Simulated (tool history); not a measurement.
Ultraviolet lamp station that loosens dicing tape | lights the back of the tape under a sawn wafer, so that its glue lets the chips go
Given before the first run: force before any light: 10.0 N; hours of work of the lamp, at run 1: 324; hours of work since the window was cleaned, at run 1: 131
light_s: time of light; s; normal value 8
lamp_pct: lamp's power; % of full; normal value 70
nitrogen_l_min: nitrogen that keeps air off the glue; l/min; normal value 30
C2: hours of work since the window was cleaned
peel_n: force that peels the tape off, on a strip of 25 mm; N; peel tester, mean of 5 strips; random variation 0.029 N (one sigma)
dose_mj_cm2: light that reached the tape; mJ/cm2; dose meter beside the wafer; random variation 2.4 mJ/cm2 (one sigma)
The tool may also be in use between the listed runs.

run 1 hour=0 | light_s=8 lamp_pct=70 nitrogen_l_min=30 | hours_of_work_of_the_lamp=324 C2=131 | peel_n=2.034 dose_mj_cm2=222
run 2 hour=77.1 | light_s=8 lamp_pct=70 nitrogen_l_min=27 | hours_of_work_of_the_lamp=366 C2=173 | peel_n=2.249 dose_mj_cm2=219
run 3 hour=117.1 | light_s=8 lamp_pct=70 nitrogen_l_min=27 | hours_of_work_of_the_lamp=388 C2=194 | peel_n=2.274 dose_mj_cm2=218
run 4 hour=200.8 | light_s=8 lamp_pct=70 nitrogen_l_min=27 | hours_of_work_of_the_lamp=433 C2=239 | peel_n=2.501 dose_mj_cm2=206
run 5 hour=271 | light_s=8 lamp_pct=70 nitrogen_l_min=27 | hours_of_work_of_the_lamp=471 C2=277 | peel_n=2.541 dose_mj_cm2=201
run 6 hour=349.9 | light_s=8 lamp_pct=70 nitrogen_l_min=27 | hours_of_work_of_the_lamp=513 C2=320 | peel_n=2.617 dose_mj_cm2=194
run 7 hour=436.7 | light_s=8 lamp_pct=70 nitrogen_l_min=27 | hours_of_work_of_the_lamp=560 C2=366 | peel_n=2.717 dose_mj_cm2=191
run 8 hour=488.9 | light_s=8 lamp_pct=70 nitrogen_l_min=27 | hours_of_work_of_the_lamp=588 C2=395 | peel_n=2.797 dose_mj_cm2=183
run 9 hour=575.3 | light_s=8 lamp_pct=70 nitrogen_l_min=27 | hours_of_work_of_the_lamp=635 C2=441 | peel_n=2.868 dose_mj_cm2=179
run 10 hour=623.4 | light_s=8 lamp_pct=70 nitrogen_l_min=27 | hours_of_work_of_the_lamp=661 C2=467 | peel_n=3.088 dose_mj_cm2=175
run 11 hour=664.3 | light_s=8 lamp_pct=70 nitrogen_l_min=30 | hours_of_work_of_the_lamp=683 C2=489 | peel_n=2.907 dose_mj_cm2=172
run 12 hour=713.6 | light_s=8 lamp_pct=70 nitrogen_l_min=30 | hours_of_work_of_the_lamp=709 C2=516 | peel_n=3.09 dose_mj_cm2=166
run 13 hour=777.9 | light_s=8 lamp_pct=70 nitrogen_l_min=30 | hours_of_work_of_the_lamp=744 C2=551 | peel_n=3.114 dose_mj_cm2=162
run 14 hour=821.5 | light_s=8 lamp_pct=70 nitrogen_l_min=30 | hours_of_work_of_the_lamp=768 C2=574 | peel_n=3.157 dose_mj_cm2=156
run 15 hour=859.5 | light_s=8 lamp_pct=70 nitrogen_l_min=30 | hours_of_work_of_the_lamp=788 C2=595 | peel_n=3.204 dose_mj_cm2=156
run 16 hour=898.9 | light_s=8 lamp_pct=69 nitrogen_l_min=30 | hours_of_work_of_the_lamp=809 C2=616 | peel_n=3.192 dose_mj_cm2=153
run 17 hour=936.8 | light_s=6 lamp_pct=70 nitrogen_l_min=30 | hours_of_work_of_the_lamp=830 C2=636 | peel_n=4.47 dose_mj_cm2=113
run 18 hour=992.1 | light_s=6 lamp_pct=70 nitrogen_l_min=30 | hours_of_work_of_the_lamp=860 C2=666 | peel_n=4.511 dose_mj_cm2=112
-- hour=1042.6 window cleaned of glue's vapour
run 19 hour=1056.7 | light_s=6 lamp_pct=70 nitrogen_l_min=49 | hours_of_work_of_the_lamp=894 C2=8 | peel_n=3.9 dose_mj_cm2=106
-- hour=1143.8 lamp changed
run 20 hour=1143.8 | light_s=10 lamp_pct=70 nitrogen_l_min=30 | hours_of_work_of_the_lamp=0 C2=54 | peel_n=1.303 dose_mj_cm2=296
run 21 hour=1221.8 | light_s=10 lamp_pct=70 nitrogen_l_min=30 | hours_of_work_of_the_lamp=42 C2=96 | peel_n=1.34 dose_mj_cm2=293
run 22 hour=1294.8 | light_s=10 lamp_pct=70 nitrogen_l_min=30 | hours_of_work_of_the_lamp=81 C2=136 | peel_n=1.381 dose_mj_cm2=283
run 23 hour=1350.9 | light_s=5 lamp_pct=70 nitrogen_l_min=16 | hours_of_work_of_the_lamp=112 C2=166 | peel_n=4.574 dose_mj_cm2=139
-- hour=1363.4 window cleaned of glue's vapour, once more
run 24 hour=1424.5 | light_s=5 lamp_pct=70 nitrogen_l_min=16 | hours_of_work_of_the_lamp=151 C2=33 | peel_n=3.903 dose_mj_cm2=160
run 25 hour=1472.8 | light_s=5 lamp_pct=70 nitrogen_l_min=16 | hours_of_work_of_the_lamp=177 C2=59 | peel_n=4.218 dose_mj_cm2=156
run 26 hour=1518.1 | light_s=5 lamp_pct=70 nitrogen_l_min=16 | hours_of_work_of_the_lamp=202 C2=83 | peel_n=4.122 dose_mj_cm2=156
run 27 hour=1578.7 | light_s=7 lamp_pct=70 nitrogen_l_min=39 | hours_of_work_of_the_lamp=234 C2=116 | peel_n=1.943 dose_mj_cm2=213
run 28 hour=1663.7 | light_s=8 lamp_pct=70 nitrogen_l_min=11 | hours_of_work_of_the_lamp=280 C2=162 | peel_n=3.215 dose_mj_cm2=234
run 29 hour=1700.9 | light_s=8 lamp_pct=79 nitrogen_l_min=15 | hours_of_work_of_the_lamp=300 C2=182 | peel_n=2.442 dose_mj_cm2=258
run 30 hour=1762.1 | light_s=13 lamp_pct=61 nitrogen_l_min=21 | hours_of_work_of_the_lamp=333 C2=215 | peel_n=1.518 dose_mj_cm2=315
run 31 hour=1808.2 | light_s=13 lamp_pct=92 nitrogen_l_min=11 | hours_of_work_of_the_lamp=358 C2=240 | peel_n=1.178 dose_mj_cm2=472
run 32 hour=1848.5 | light_s=5 lamp_pct=92 nitrogen_l_min=28 | hours_of_work_of_the_lamp=380 C2=262 | peel_n=2.833 dose_mj_cm2=177
run 33 hour=1930.2 | light_s=6 lamp_pct=96 nitrogen_l_min=30 | hours_of_work_of_the_lamp=424 C2=306 | peel_n=2.139 dose_mj_cm2=215
run 34 hour=2015.5 | light_s=8 lamp_pct=86 nitrogen_l_min=14 | hours_of_work_of_the_lamp=470 C2=352 | peel_n=2.663 dose_mj_cm2=250
run 35 hour=2088.4 | light_s=7 lamp_pct=86 nitrogen_l_min=45 | hours_of_work_of_the_lamp=509 C2=391 | peel_n=1.795 dose_mj_cm2=214
run 36 hour=2159.5 | light_s=5 lamp_pct=76 nitrogen_l_min=45 | hours_of_work_of_the_lamp=548 C2=429 | peel_n=3.382 dose_mj_cm2=133
run 37 hour=2221.3 | light_s=5 lamp_pct=85 nitrogen_l_min=55 | hours_of_work_of_the_lamp=581 C2=463 | peel_n=2.934 dose_mj_cm2=141
run 38 hour=2290.6 | light_s=15 lamp_pct=64 nitrogen_l_min=55 | hours_of_work_of_the_lamp=618 C2=500 | peel_n=0.823 dose_mj_cm2=311
run 39 hour=2352.2 | light_s=15 lamp_pct=67 nitrogen_l_min=55 | hours_of_work_of_the_lamp=652 C2=533 | peel_n=0.745 dose_mj_cm2=318
run 40 hour=2396.4 | light_s=4 lamp_pct=91 nitrogen_l_min=46 | hours_of_work_of_the_lamp=675 C2=557 | peel_n=3.923 dose_mj_cm2=111
run 41 hour=2468 | light_s=8 lamp_pct=96 nitrogen_l_min=46 | hours_of_work_of_the_lamp=714 C2=596 | peel_n=1.569 dose_mj_cm2=232

Hidden condition of the tool, last listed run before each entry between runs versus first listed run after:
Between runs 18 and 19: window cleaned of glue's vapour (hour 1042.6)
  lamp's light, % of a new lamp's: 59 -> 57.4; light that the window lets through, % of a clean one's: 89.9 -> 87.2
  the result without the hidden state subtracted from the measured one, peel_n: +2.219 -> +2.21 N; dose_mj_cm2: -97 -> -104 mJ/cm2
Between runs 19 and 20: lamp changed (hour 1143.8)
  lamp's light, % of a new lamp's: 57.4 -> 99.2; light that the window lets through, % of a clean one's: 87.2 -> 86.5
  the result without the hidden state subtracted from the measured one, peel_n: +2.21 -> +0.327 N; dose_mj_cm2: -104 -> -49 mJ/cm2
Between runs 23 and 24: window cleaned of glue's vapour, once more (hour 1363.4)
  lamp's light, % of a new lamp's: 94.2 -> 92.4; light that the window lets through, % of a clean one's: 84.8 -> 99
  the result without the hidden state subtracted from the measured one, peel_n: +0.798 -> +0.306 N; dose_mj_cm2: -35 -> -14 mJ/cm2
